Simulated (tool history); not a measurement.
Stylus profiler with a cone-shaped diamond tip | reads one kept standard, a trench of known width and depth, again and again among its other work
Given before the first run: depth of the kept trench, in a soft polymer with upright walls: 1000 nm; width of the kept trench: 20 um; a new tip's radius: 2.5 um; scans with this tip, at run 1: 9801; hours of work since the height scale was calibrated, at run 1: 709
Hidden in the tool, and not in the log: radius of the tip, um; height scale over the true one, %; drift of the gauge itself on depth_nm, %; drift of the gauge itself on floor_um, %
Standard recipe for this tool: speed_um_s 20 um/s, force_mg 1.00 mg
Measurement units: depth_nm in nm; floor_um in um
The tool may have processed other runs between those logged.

| run | hour | speed_um_s | force_mg | scans with this tip | hours of work since the height scale was calibrated | depth_nm | floor_um |
|---|---|---|---|---|---|---|---|
| 1 | 0.0 | 20 | 1.00 | 9801 | 709 | 1009.40 | 13.68 |
| 2 | 87.0 | 20 | 1.00 | 10560 | 764 | 1009.73 | 13.57 |
| 3 | 141.8 | 8 | 1.00 | 11038 | 799 | 1009.13 | 13.59 |
| 4 | 190.7 | 8 | 1.00 | 11464 | 830 | 1009.19 | 13.55 |
| 5 | 285.0 | 8 | 1.00 | 12286 | 889 | 1009.74 | 13.43 |
| 6 | 373.9 | 8 | 1.00 | 13061 | 945 | 1009.83 | 13.30 |
| 7 | 444.3 | 8 | 1.00 | 13676 | 990 | 1009.65 | 13.16 |
| 8 | 546.3 | 8 | 1.00 | 14565 | 1054 | 1009.72 | 13.01 |
| 9 | 587.9 | 9 | 1.00 | 14928 | 1080 | 1009.95 | 12.97 |
| 10 | 671.2 | 9 | 1.00 | 15654 | 1133 | 1009.43 | 12.84 |
| 11 | 729.6 | 9 | 1.00 | 16163 | 1170 | 1009.88 | 12.76 |
| 12 | 772.6 | 9 | 1.00 | 16538 | 1197 | 1010.05 | 12.75 |
| 13 | 822.9 | 9 | 1.00 | 16977 | 1229 | 1010.44 | 12.66 |
| 14 | 888.4 | 20 | 1.00 | 17547 | 1270 | 1010.93 | 12.51 |
| 15 | 935.1 | 20 | 1.00 | 17955 | 1299 | 1010.63 | 12.41 |
| 16 | 1010.7 | 20 | 1.00 | 18614 | 1347 | 1010.57 | 12.30 |
| 17 | 1111.2 | 20 | 1.00 | 19490 | 1411 | 1010.57 | 12.14 |
| 18 | 1167.1 | 20 | 1.00 | 19978 | 1446 | 1010.68 | 12.09 |
|  | 1199.4 | new tip fitted, height scale calibrated |
| 19 | 1244.9 | 20 | 1.00 | 396 | 29 | 1007.81 | 15.67 |
| 20 | 1317.0 | 20 | 2.92 | 1025 | 74 | 1016.39 | 15.54 |
| 21 | 1368.1 | 20 | 1.00 | 1471 | 106 | 1008.65 | 15.37 |
| 22 | 1460.9 | 20 | 1.00 | 2280 | 165 | 1008.08 | 15.19 |
| 23 | 1506.6 | 20 | 1.00 | 2679 | 194 | 1008.46 | 15.10 |
| 24 | 1606.2 | 19 | 0.72 | 3547 | 257 | 1006.93 | 14.85 |
| 25 | 1663.9 | 19 | 0.72 | 4050 | 293 | 1007.16 | 14.71 |
| 26 | 1738.1 | 69 | 0.34 | 4697 | 340 | 1004.89 | 13.74 |
| 27 | 1802.0 | 64 | 0.34 | 5254 | 380 | 1005.01 | 13.74 |
| 28 | 1846.4 | 20 | 0.49 | 5641 | 408 | 1005.94 | 14.34 |
| 29 | 1908.6 | 8 | 0.35 | 6184 | 448 | 1005.16 | 14.29 |
| 30 | 1963.2 | 23 | 0.43 | 6660 | 482 | 1005.69 | 14.04 |
| 31 | 2010.9 | 12 | 0.39 | 7076 | 512 | 1005.77 | 14.09 |
| 32 | 2070.0 | 68 | 2.48 | 7591 | 549 | 1015.70 | 13.81 |
| 33 | 2156.2 | 65 | 2.25 | 8342 | 604 | 1014.82 | 13.71 |
| 34 | 2204.1 | 6 | 2.27 | 8760 | 634 | 1015.13 | 13.96 |
| 35 | 2300.2 | 6 | 2.27 | 9598 | 695 | 1015.22 | 13.77 |
| 36 | 2396.2 | 6 | 2.27 | 10435 | 755 | 1015.80 | 13.66 |
| 37 | 2441.5 | 71 | 0.74 | 10829 | 784 | 1008.21 | 12.89 |
| 38 | 2541.0 | 6 | 0.51 | 11698 | 847 | 1006.84 | 13.46 |
| 39 | 2618.3 | 7 | 1.08 | 12371 | 895 | 1010.50 | 13.29 |
| 40 | 2713.3 | 12 | 2.66 | 13200 | 955 | 1017.53 | 13.12 |
| 41 | 2754.3 | 40 | 2.96 | 13558 | 981 | 1018.25 | 12.99 |
| 42 | 2850.3 | 53 | 0.91 | 14394 | 1042 | 1009.39 | 12.54 |
| 43 | 2934.8 | 39 | 1.74 | 15131 | 1095 | 1013.89 | 12.66 |
| 44 | 3007.1 | 48 | 0.34 | 15762 | 1141 | 1006.49 | 12.12 |
| 45 | 3074.3 | 19 | 2.04 | 16348 | 1183 | 1015.48 | 12.63 |
| 46 | 3136.3 | 71 | 1.14 | 16888 | 1222 | 1011.23 | 12.12 |

Predict each of these 3 candidate next runs independently; none follows another, all start after run 46:
| A | 3184.8 | 8 | 0.55 | 17311 | 1253 | ? | ? |
| B | 3184.8 | 13 | 0.72 | 17311 | 1253 | ? | ? |
| C | 3184.8 | 7 | 2.27 | 17311 | 1253 | ? | ? |

| run | depth_nm | floor_um |
|---|---|---|
| A | 1007.87 | 12.54 |
| B | 1008.91 | 12.53 |
| C | 1016.41 | 12.56 |
The same runs, with their run-to-run variation unchanged, on a tool lacking any hidden condition would have given:
| run | depth_nm | floor_um |
|---|---|---|
| A | 1005.10 | 15.93 |
| B | 1006.15 | 15.92 |
| C | 1013.62 | 15.95 |
